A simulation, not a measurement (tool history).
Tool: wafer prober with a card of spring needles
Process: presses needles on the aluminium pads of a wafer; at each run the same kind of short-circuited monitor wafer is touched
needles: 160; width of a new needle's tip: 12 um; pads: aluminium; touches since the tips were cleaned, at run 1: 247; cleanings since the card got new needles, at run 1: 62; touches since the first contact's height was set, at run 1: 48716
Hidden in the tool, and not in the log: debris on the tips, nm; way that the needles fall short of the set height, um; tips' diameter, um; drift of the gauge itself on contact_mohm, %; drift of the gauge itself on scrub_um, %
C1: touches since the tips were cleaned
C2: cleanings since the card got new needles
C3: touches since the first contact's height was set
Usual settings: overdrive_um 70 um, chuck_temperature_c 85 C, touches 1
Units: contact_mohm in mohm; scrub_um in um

run 1 hour=0.0 | overdrive_um=70 chuck_temperature_c=85 touches=1 | C1=247 C2=62 C3=48716 | contact_mohm=153 scrub_um=11.06
-- hour=6.2 tips cleaned on abrasive film
-- hour=12.4 tips cleaned on abrasive film
run 2 hour=15.1 | overdrive_um=70 chuck_temperature_c=85 touches=1 | C1=1474 C2=64 C3=56794 | contact_mohm=207 scrub_um=10.97
-- hour=18.1 tips cleaned on abrasive film
run 3 hour=23.3 | overdrive_um=70 chuck_temperature_c=85 touches=1 | C1=2792 C2=65 C3=61165 | contact_mohm=245 scrub_um=10.98
-- hour=24.6 tips cleaned on abrasive film
-- hour=30.4 tips cleaned on abrasive film
-- hour=36.2 tips cleaned on abrasive film
run 4 hour=37.7 | overdrive_um=70 chuck_temperature_c=85 touches=1 | C1=802 C2=68 C3=68822 | contact_mohm=172 scrub_um=10.97
-- hour=41.9 tips cleaned on abrasive film
run 5 hour=44.6 | overdrive_um=70 chuck_temperature_c=85 touches=1 | C1=1465 C2=69 C3=72538 | contact_mohm=207 scrub_um=10.95
-- hour=47.7 tips cleaned on abrasive film
-- hour=54.0 tips cleaned on abrasive film
-- hour=55.4 tips cleaned on abrasive film, once more
run 6 hour=55.9 | overdrive_um=70 chuck_temperature_c=85 touches=1 | C1=244 C2=72 C3=78470 | contact_mohm=146 scrub_um=10.94
-- hour=61.0 tips cleaned on abrasive film
-- hour=65.3 height of the first contact set anew
-- hour=67.7 tips cleaned on abrasive film
run 7 hour=68.4 | overdrive_um=70 chuck_temperature_c=68 touches=1 | C1=365 C2=74 C3=1634 | contact_mohm=155 scrub_um=11.16
-- hour=73.8 tips cleaned on abrasive film
-- hour=80.0 tips cleaned on abrasive film
run 8 hour=85.0 | overdrive_um=70 chuck_temperature_c=68 touches=1 | C1=2714 C2=76 C3=10544 | contact_mohm=248 scrub_um=11.13
-- hour=86.4 tips cleaned on abrasive film
-- hour=92.5 tips cleaned on abrasive film
-- hour=97.9 tips cleaned on abrasive film
run 9 hour=101.5 | overdrive_um=70 chuck_temperature_c=68 touches=1 | C1=1934 C2=79 C3=19320 | contact_mohm=217 scrub_um=11.12
-- hour=103.6 tips cleaned on abrasive film
-- hour=109.8 tips cleaned on abrasive film
-- hour=116.0 tips cleaned on abrasive film
run 10 hour=117.4 | overdrive_um=68 chuck_temperature_c=39 touches=2 | C1=790 C2=82 C3=27792 | contact_mohm=160 scrub_um=10.77
-- hour=121.4 tips cleaned on abrasive film
-- hour=127.0 tips cleaned on abrasive film
-- hour=132.6 tips cleaned on abrasive film
run 11 hour=132.6 | overdrive_um=53 chuck_temperature_c=39 touches=2 | C1=0 C2=85 C3=35865 | contact_mohm=129 scrub_um=8.38
-- hour=138.0 tips cleaned on abrasive film
-- hour=144.2 tips cleaned on abrasive film
run 12 hour=147.0 | overdrive_um=84 chuck_temperature_c=33 touches=2 | C1=1500 C2=87 C3=43546 | contact_mohm=156 scrub_um=13.31
-- hour=150.3 tips cleaned on abrasive film
-- hour=156.1 tips cleaned on abrasive film
run 13 hour=157.2 | overdrive_um=84 chuck_temperature_c=33 touches=2 | C1=590 C2=89 C3=48991 | contact_mohm=133 scrub_um=13.29

Run 14 comes next. What will it give?
-- hour=162.1 tips cleaned on abrasive film
-- hour=167.6 tips cleaned on abrasive film
run 14 hour=168.1 | overdrive_um=64 chuck_temperature_c=111 touches=2 | C1=280 C2=91 C3=54801 | contact_mohm=? scrub_um=?

{"run 14": {"contact_mohm": 152, "scrub_um": 10.07}}
Without the tool's hidden state the same run would have given contact_mohm 132 mohm, scrub_um 10.21 um.
